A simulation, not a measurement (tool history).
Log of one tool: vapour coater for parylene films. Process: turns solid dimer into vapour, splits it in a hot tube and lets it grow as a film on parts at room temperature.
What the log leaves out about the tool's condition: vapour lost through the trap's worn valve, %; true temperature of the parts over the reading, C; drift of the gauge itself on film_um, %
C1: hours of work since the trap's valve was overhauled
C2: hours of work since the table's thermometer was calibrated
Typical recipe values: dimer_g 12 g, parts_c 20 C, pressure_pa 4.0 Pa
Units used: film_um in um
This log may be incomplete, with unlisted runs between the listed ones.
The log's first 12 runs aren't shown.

{"run": 13, "hour": 351.1, "dimer_g": 12, "parts_c": 20, "pressure_pa": 4.0, "C1": 346, "C2": 1112, "film_um": 2.22}
{"run": 14, "hour": 370.6, "dimer_g": 12, "parts_c": 20, "pressure_pa": 4.0, "C1": 360, "C2": 1126, "film_um": 2.19}
{"run": 15, "hour": 389.1, "dimer_g": 12, "parts_c": 20, "pressure_pa": 2.5, "C1": 373, "C2": 1139, "film_um": 2.4}
{"run": 16, "hour": 421.1, "dimer_g": 12, "parts_c": 20, "pressure_pa": 2.5, "C1": 395, "C2": 1161, "film_um": 2.36}
{"hour": 462.8, "done": "trap's valve overhauled"}
{"run": 17, "hour": 465.0, "dimer_g": 12, "parts_c": 20, "pressure_pa": 2.5, "C1": 2, "C2": 1188, "film_um": 2.29}
{"run": 18, "hour": 503.0, "dimer_g": 12, "parts_c": 20, "pressure_pa": 4.0, "C1": 28, "C2": 1215, "film_um": 2.06}
{"run": 19, "hour": 529.6, "dimer_g": 12, "parts_c": 20, "pressure_pa": 4.0, "C1": 46, "C2": 1233, "film_um": 2.03}
{"run": 20, "hour": 563.4, "dimer_g": 12, "parts_c": 20, "pressure_pa": 4.0, "C1": 69, "C2": 1256, "film_um": 2.01}
{"run": 21, "hour": 598.4, "dimer_g": 12, "parts_c": 20, "pressure_pa": 4.0, "C1": 94, "C2": 1280, "film_um": 1.98}
{"run": 22, "hour": 623.9, "dimer_g": 12, "parts_c": 20, "pressure_pa": 4.0, "C1": 111, "C2": 1298, "film_um": 1.99}

For run 23, what comes out?
{"run": 23, "hour": 646.8, "dimer_g": 12, "parts_c": 20, "pressure_pa": 4.0, "C1": 127, "C2": 1314, "film_um": "?"}

Run 23 yielded film_um 2.03 um.
Take away the tool's hidden state, keep the run-to-run variation as it was, and the same run would have given film_um 2.57 um.
